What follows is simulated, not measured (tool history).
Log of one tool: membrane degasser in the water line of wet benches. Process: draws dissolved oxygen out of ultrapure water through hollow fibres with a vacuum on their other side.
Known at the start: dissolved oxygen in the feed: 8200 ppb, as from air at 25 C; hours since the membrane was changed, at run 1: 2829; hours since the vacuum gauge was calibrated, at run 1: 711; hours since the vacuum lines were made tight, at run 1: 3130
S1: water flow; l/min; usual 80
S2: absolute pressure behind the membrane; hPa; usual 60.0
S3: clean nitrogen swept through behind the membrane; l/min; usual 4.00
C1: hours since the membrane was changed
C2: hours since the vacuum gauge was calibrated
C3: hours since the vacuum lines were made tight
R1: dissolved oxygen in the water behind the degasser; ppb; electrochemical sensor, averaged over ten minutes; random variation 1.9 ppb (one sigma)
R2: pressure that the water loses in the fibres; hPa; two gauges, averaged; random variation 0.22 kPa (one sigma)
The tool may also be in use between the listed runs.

| run | day | S1 | S2 | S3 | C1 | C2 | C3 | R1 | R2 |
|---|---|---|---|---|---|---|---|---|---|
| 1 | 0.000 | 80 | 60.0 | 4.00 | 2829 | 711 | 3130 | 216.7 | 633.9 |
| 2 | 1.675 | 78 | 60.0 | 4.00 | 2869 | 751 | 3170 | 211.9 | 612.4 |
| 3 | 3.200 | 78 | 60.0 | 4.00 | 2906 | 788 | 3206 | 208.3 | 612.3 |
| 4 | 5.038 | 80 | 49.4 | 4.00 | 2950 | 832 | 3251 | 170.5 | 630.2 |
| 5 | 6.479 | 80 | 60.0 | 4.00 | 2985 | 867 | 3285 | 214.0 | 628.2 |
| 6 | 8.854 | 80 | 60.0 | 4.00 | 3042 | 924 | 3342 | 218.5 | 631.4 |
| 7 | 11.008 | 80 | 60.0 | 4.00 | 3093 | 975 | 3394 | 220.7 | 631.4 |
| 8 | 13.108 | 101 | 60.0 | 4.00 | 3144 | 1026 | 3444 | 292.5 | 798.7 |
| 9 | 15.025 | 101 | 60.0 | 4.00 | 3190 | 1072 | 3490 | 290.9 | 797.7 |
|  | 15.354 | seals of the vacuum lines changed |
| 10 | 17.433 | 101 | 60.0 | 4.00 | 3246 | 1128 | 50 | 284.4 | 794.7 |
|  | 17.633 | vacuum gauge calibrated |
| 11 | 20.442 | 101 | 60.0 | 4.00 | 3317 | 67 | 122 | 291.4 | 796.3 |
| 12 | 22.992 | 101 | 60.0 | 4.00 | 3379 | 129 | 183 | 290.0 | 798.9 |
| 13 | 25.508 | 68 | 90.8 | 3.15 | 3439 | 189 | 243 | 346.1 | 536.9 |
| 14 | 27.367 | 71 | 38.5 | 3.63 | 3484 | 234 | 288 | 107.8 | 559.9 |
| 15 | 28.929 | 71 | 59.8 | 3.63 | 3521 | 271 | 325 | 197.3 | 557.8 |
|  | 31.262 | vacuum gauge calibrated, once more |
| 16 | 32.038 | 65 | 69.7 | 11.87 | 3595 | 19 | 399 | 114.9 | 511.4 |
| 17 | 35.067 | 65 | 69.7 | 11.87 | 3668 | 91 | 472 | 116.2 | 511.9 |
| 18 | 36.533 | 52 | 80.0 | 1.93 | 3703 | 127 | 507 | 314.8 | 410.3 |

The next listed run, before its measurement:
| 19 | 39.329 | 52 | 80.0 | 1.93 | 3770 | 194 | 574 | ? | ? |

{"run 19": {"R1": 314.1, "R2": 413.0}}
Without the tool's hidden state the same run would have given R1 307.6 ppb, R2 405.1 hPa.

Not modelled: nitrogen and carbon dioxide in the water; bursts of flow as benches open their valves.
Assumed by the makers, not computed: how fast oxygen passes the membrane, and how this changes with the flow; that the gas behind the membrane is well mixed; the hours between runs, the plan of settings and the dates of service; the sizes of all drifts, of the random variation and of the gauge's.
